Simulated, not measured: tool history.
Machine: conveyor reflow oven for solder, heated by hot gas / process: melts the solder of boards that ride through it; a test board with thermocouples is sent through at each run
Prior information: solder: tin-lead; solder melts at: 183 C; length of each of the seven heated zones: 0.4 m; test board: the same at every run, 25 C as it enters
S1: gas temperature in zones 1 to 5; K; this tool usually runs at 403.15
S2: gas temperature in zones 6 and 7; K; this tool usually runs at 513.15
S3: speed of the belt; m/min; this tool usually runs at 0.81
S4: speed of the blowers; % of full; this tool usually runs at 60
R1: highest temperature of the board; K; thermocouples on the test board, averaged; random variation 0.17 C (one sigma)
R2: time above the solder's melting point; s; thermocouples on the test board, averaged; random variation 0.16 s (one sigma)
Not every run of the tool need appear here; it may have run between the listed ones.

run	hour	S1	S2	S3	S4	R1	R2
1	0	403.15	513.15	0.81	60	490.25	42.1
2	25.9	403.15	513.15	0.81	60	490.05	41.6
3	68.6	403.15	513.15	0.81	60	489.65	41.7
4	115.7	403.15	513.15	0.81	55	487.95	40.3
5	169	403.15	513.15	0.81	55	487.65	40.1
6	224.1	403.15	516.15	0.81	60	491.85	43.1
# hour 234.6: flux residue cleaned out of gas plates and filters
7	273.8	403.15	516.15	0.81	60	493.35	44.2
8	328.8	403.15	516.15	0.81	60	493.25	44.1
9	360.1	403.15	516.15	0.81	60	493.15	43.5
10	388.3	403.15	516.15	0.81	60	492.85	43.9
11	424.6	403.15	516.15	0.81	67	494.85	45.5
12	470.3	403.15	516.15	0.81	67	494.95	45.2
# hour 495.2: flux residue cleaned out of gas plates and filters
13	501.1	411.15	525.15	0.955	67	498.25	41.7
14	562.5	403.15	506.15	0.81	60	485.65	39.5
15	608.9	403.15	506.15	0.81	60	485.45	39.4
16	661.1	403.15	513.15	0.678	60	498.05	57.2
17	715.4	403.15	513.15	0.73	61	495.55	51.3
# hour 753: flux residue cleaned out of gas plates and filters
18	759.6	403.15	513.15	0.73	61	496.55	51.9
19	819.4	403.15	513.15	0.73	61	496.35	52.1
20	844.1	403.15	513.15	0.81	55	489.95	42.4
21	892.7	400.15	513.15	0.701	60	496.75	54

Below, some changes in R1 between adjacent runs. For each, the amount present without the hidden state too (settings, incoming material, random variation) and the amount remaining for the hidden state with gauge scatter not shared by both compared results:
The hidden state here: heat that the gas passes to the board, % of a clean oven's; belt's true speed, % of the reading; true gas temperature in zones 6 and 7 over the reading, C; drift of the gauge itself on peak_c, C; drift of the gauge itself on liquid_s, %.
Run 6 -> 7: flux residue cleaned out of gas plates and filters. R1 +1.5 K: hidden state +1.6, all else -0.1.
Run 12 -> 13: S1 403.15 -> 411.15, S2 516.15 -> 525.15, S3 0.81 -> 0.955, flux residue cleaned out of gas plates and filters. R1 +3.3 K: hidden state +1.7, all else +1.6.
Run 13 -> 14: S1 411.15 -> 403.15, S2 525.15 -> 506.15, S3 0.955 -> 0.81, S4 67 -> 60. R1 -12.6 K: hidden state -0.3, all else -12.3.
Run 15 -> 16: S2 506.15 -> 513.15, S3 0.81 -> 0.678. R1 +12.6 K: hidden state +0, all else +12.6.
